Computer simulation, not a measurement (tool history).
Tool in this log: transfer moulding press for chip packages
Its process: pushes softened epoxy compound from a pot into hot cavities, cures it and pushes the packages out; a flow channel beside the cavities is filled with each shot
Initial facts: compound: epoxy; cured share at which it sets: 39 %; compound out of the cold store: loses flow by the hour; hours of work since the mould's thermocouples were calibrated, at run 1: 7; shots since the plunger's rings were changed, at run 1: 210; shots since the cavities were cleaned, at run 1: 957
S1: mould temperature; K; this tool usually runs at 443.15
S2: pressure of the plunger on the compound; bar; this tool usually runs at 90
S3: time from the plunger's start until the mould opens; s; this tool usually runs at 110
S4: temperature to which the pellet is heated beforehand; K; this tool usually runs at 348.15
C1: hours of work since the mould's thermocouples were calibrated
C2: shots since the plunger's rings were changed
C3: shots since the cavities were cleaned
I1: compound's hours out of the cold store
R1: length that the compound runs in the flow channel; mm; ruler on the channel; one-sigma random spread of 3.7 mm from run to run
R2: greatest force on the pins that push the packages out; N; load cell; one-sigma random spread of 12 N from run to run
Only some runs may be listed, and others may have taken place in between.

run   hour      S1  S2   S3      S4  C1   C2    C3    I1   R1    R2
  1    0.0  443.15  90  110  348.15   7  210   957  14.9  554   817
  2    8.8  443.15  90  110  351.15  10  271  1018  30.0  536   783
  3   16.0  443.15  90  110  351.15  14  321  1068  23.6  542   807
      21.9  -- cavities cleaned with cleaning compound and waxed
  4   24.4  443.15  90  110  340.15  17  369    18  47.2  514   551
  5   34.0  443.15  90  110  340.15  21  435    84  18.4  552   632
  6   41.6  443.15  90  110  340.15  24  487   136  31.2  520   650
  7   51.4  449.15  90  110  348.15  28  555   204   9.9  547   484
  8   61.1  449.15  90  110  348.15  33  622   271  46.7  499   519
  9   68.2  450.15  90  112  348.15  36  671   320  40.5  509   488
 10   74.3  443.15  90  110  357.15  39  713   362  41.0  519   689
 11   84.0  446.15  73  104  347.15  43  780   429  15.0  493   701
 12   95.4  446.15  73  104  347.15  48  859   508  17.4  483   714
 13  104.8  446.15  73  104  347.15  52  924   573  24.0  481   737
 14  111.4  437.15  90  110  354.15  55  970   619  38.9  522  1097

Each row is a separate what-if for the run after 14, all from the same tool condition, not one after another. Results?
  A  122.2  438.15  90  129  354.15  60  1045  694   9.3   ?   ?
  B  122.2  437.15  90  127  354.15  60  1045  694  21.2   ?   ?
  C  122.2  439.15  90  103  348.15  60  1045  694  25.7   ?   ?
  D  122.2  436.15  90  142  340.15  60  1045  694  24.7   ?   ?
  E  122.2  437.15  92  120  343.15  60  1045  694  14.3   ?   ?

run   R1    R2
  A  559   795
  B  553   840
  C  547  1241
  D  544   736
  E  571  1051
The same runs, with their run-to-run variation unchanged, on a tool lacking any hidden condition would have given:
run   R1   R2
  A  569  564
  B  562  596
  C  557  880
  D  553  523
  E  581  745
